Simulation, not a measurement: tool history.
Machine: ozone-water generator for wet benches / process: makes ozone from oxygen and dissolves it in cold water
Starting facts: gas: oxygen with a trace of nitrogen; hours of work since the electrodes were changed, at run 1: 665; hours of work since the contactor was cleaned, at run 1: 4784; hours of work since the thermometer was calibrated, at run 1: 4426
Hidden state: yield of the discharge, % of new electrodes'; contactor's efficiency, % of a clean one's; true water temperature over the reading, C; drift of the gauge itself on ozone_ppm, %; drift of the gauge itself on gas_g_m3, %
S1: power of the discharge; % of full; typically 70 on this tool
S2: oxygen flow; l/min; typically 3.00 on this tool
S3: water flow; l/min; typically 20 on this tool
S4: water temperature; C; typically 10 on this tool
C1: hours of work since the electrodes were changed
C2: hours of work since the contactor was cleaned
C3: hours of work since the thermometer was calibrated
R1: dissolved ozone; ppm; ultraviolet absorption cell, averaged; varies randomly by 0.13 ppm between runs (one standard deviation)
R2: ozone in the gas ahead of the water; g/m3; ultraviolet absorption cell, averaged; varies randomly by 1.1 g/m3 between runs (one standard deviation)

run	day	S1	S2	S3	S4	C1	C2	C3	R1	R2
1	0.000	70	3.00	20	10	665	4784	4426	14.3	192.2
2	2.288	70	3.00	20	10	708	4828	4469	14.2	194.2
3	3.442	70	3.00	20	10	730	4850	4491	14.3	194.1
4	5.579	70	3.00	20	10	771	4890	4532	14.2	194.0
5	7.396	70	3.00	20	10	805	4925	4566	14.0	193.3
6	8.396	70	3.00	20	10	824	4944	4585	14.2	191.7
7	10.133	70	3.00	20	10	857	4977	4618	14.1	194.1
8	11.367	70	3.00	20	10	881	5000	4642	14.1	191.6
9	13.138	70	3.00	20	10	914	5034	4675	14.3	192.7
10	14.129	67	3.00	20	10	933	5053	4694	13.9	186.7
11	15.271	70	3.00	28	10	955	5074	4716	9.7	191.5
12	16.296	70	3.00	28	10	974	5094	4735	10.0	191.4
13	18.058	65	3.00	22	10	1008	5127	4769	12.3	181.8
14	19.288	50	3.48	29	8	1031	5151	4792	8.0	144.6
15	20.421	50	3.48	30	8	1052	5172	4814	7.6	144.7
16	21.554	65	3.48	30	8	1074	5194	4835	9.2	170.7
17	23.333	42	3.00	20	10	1108	5228	4869	10.3	139.9
18	25.283	69	3.00	25	8	1145	5265	4906	11.2	189.1
19	26.392	69	3.00	25	8	1166	5286	4927	11.0	190.2
20	27.992	69	3.00	25	8	1196	5316	4957	11.3	188.9

Forecast each of these 5 alternatives for the next run:
A	29.871	58	3.00	14	14	1232	5352	4993	?	?
B	29.871	41	3.12	25	8	1232	5352	4993	?	?
C	29.871	70	3.00	20	10	1232	5352	4993	?	?
D	29.871	49	3.00	29	10	1232	5352	4993	?	?
E	29.871	70	2.00	13	9	1232	5352	4993	?	?

run	R1	R2
A	17.4	168.9
B	8.4	134.1
C	14.5	189.4
D	7.6	152.0
E	20.4	235.2
With no hidden state in the tool, these same runs would have given:
run	R1	R2
A	17.4	171.3
B	8.4	136.0
C	14.5	192.1
D	7.6	154.2
E	20.4	238.5
